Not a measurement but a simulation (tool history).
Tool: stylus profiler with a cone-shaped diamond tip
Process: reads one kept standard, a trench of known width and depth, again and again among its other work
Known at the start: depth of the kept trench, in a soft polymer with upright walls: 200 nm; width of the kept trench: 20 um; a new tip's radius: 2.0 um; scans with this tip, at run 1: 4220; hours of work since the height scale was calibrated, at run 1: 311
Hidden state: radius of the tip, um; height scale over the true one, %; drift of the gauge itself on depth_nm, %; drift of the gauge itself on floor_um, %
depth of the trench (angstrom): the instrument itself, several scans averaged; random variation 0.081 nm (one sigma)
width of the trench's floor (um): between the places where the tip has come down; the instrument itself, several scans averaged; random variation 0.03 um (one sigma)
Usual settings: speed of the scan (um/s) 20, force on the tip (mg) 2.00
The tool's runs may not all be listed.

run,hour,speed of the scan (um/s),force on the tip (mg),scans with this tip,hours of work since the height scale was calibrated,depth of the trench (angstrom),width of the trench's floor (um)
1,0.0,20,2.00,4220,311,2015.9,18.03
2,60.7,20,2.00,4816,355,2016.8,18.08
3,139.0,20,2.00,5587,411,2015.4,18.03
4,190.2,16,2.00,6090,449,2014.2,17.98
5,262.8,20,1.43,6803,501,2009.9,17.99
6,331.3,20,1.43,7476,551,2011.7,18.00
7,385.9,20,1.43,8013,590,2011.5,17.94
8,436.5,20,0.82,8511,627,2006.1,17.92
9,489.2,20,0.82,9029,665,2004.1,17.91
10,522.4,20,4.87,9355,689,2029.1,17.94
11,565.5,40,2.00,9779,720,2014.0,17.84
12,628.6,40,2.00,10399,766,2012.5,17.86
13,683.8,40,2.00,10942,806,2013.2,17.79
14,741.2,40,2.00,11506,847,2013.2,17.73
15,797.6,40,2.00,12060,888,2012.7,17.80
16,847.6,40,2.00,12552,924,2012.5,17.75
17,891.8,40,2.00,12986,956,2012.8,17.76
18,939.6,40,2.00,13457,991,2013.0,17.78
19,977.8,40,2.00,13832,1019,2011.7,17.74
20,1029.0,40,2.00,14335,1056,2011.4,17.77
21,1072.0,20,2.00,14758,1087,2011.3,17.79
22,1132.4,20,2.00,15352,1131,2011.0,17.76
23,1208.3,15,2.00,16098,1186,2010.4,17.70
# hour 1216.0: height scale calibrated on a step standard
24,1262.8,38,5.35,16629,34,2024.2,17.72
25,1303.8,36,5.95,17031,64,2025.4,17.72
26,1339.2,37,1.08,17380,89,2000.7,17.59
27,1397.2,38,1.08,17950,131,2000.3,17.62
28,1452.3,14,2.24,18491,171,2006.8,17.68
# hour 1458.6: height scale calibrated on a step standard, once more
29,1528.9,11,2.21,19240,51,2019.5,17.65
# hour 1544.1: new tip fitted, height scale calibrated
30,1582.8,20,1.05,381,28,2010.2,18.18
31,1638.6,32,4.02,929,68,2028.2,18.15
32,1718.1,6,2.03,1711,126,2017.6,18.17
33,1775.3,36,0.85,2273,167,2008.3,18.02
34,1822.4,10,0.72,2736,201,2006.8,18.11
35,1860.8,10,0.72,3113,229,2007.4,18.08
36,1930.9,20,1.00,3803,280,2008.2,18.02
37,2001.8,6,2.00,4500,331,2014.5,18.05
38,2065.7,6,2.00,5128,378,2014.0,18.05
39,2127.6,17,1.23,5737,422,2010.5,18.01
40,2191.9,13,1.04,6369,469,2006.8,18.04
41,2263.6,26,4.06,7074,521,2024.0,17.96
42,2313.9,61,0.96,7568,557,2004.9,17.81
43,2384.3,61,0.96,8260,608,2006.1,17.79
44,2459.2,29,5.52,8996,662,2030.3,17.90
45,2514.7,38,2.55,9542,703,2016.1,17.89

How would selected steps in depth of the trench (angstrom) from run to run divide? Give the signed amount a tool lacking its hidden state would still show from settings, what came in and random variation, and the signed amount left for the hidden state, including any gauge scatter that is not in both of the compared results.
Run 9 -> 10: force on the tip (mg) 0.82 -> 4.87. depth of the trench (angstrom) +25.0: hidden state -0.2, all else +25.2.
Run 23 -> 24: speed of the scan (um/s) 15 -> 38, force on the tip (mg) 2.00 -> 5.35, height scale calibrated on a step standard. depth of the trench (angstrom) +13.8: hidden state -4.6, all else +18.4.
Run 25 -> 26: speed of the scan (um/s) 36 -> 37, force on the tip (mg) 5.95 -> 1.08. depth of the trench (angstrom) -24.7: hidden state +0.1, all else -24.8.
Run 28 -> 29: speed of the scan (um/s) 14 -> 11, force on the tip (mg) 2.24 -> 2.21, height scale calibrated on a step standard, once more. depth of the trench (angstrom) +12.7: hidden state +12.1, all else +0.6.
Run 29 -> 30: speed of the scan (um/s) 11 -> 20, force on the tip (mg) 2.21 -> 1.05, new tip fitted, height scale calibrated. depth of the trench (angstrom) -9.3: hidden state -0.5, all else -8.8.
Run 43 -> 44: speed of the scan (um/s) 61 -> 29, force on the tip (mg) 0.96 -> 5.52. depth of the trench (angstrom) +24.2: hidden state -0.3, all else +24.5.

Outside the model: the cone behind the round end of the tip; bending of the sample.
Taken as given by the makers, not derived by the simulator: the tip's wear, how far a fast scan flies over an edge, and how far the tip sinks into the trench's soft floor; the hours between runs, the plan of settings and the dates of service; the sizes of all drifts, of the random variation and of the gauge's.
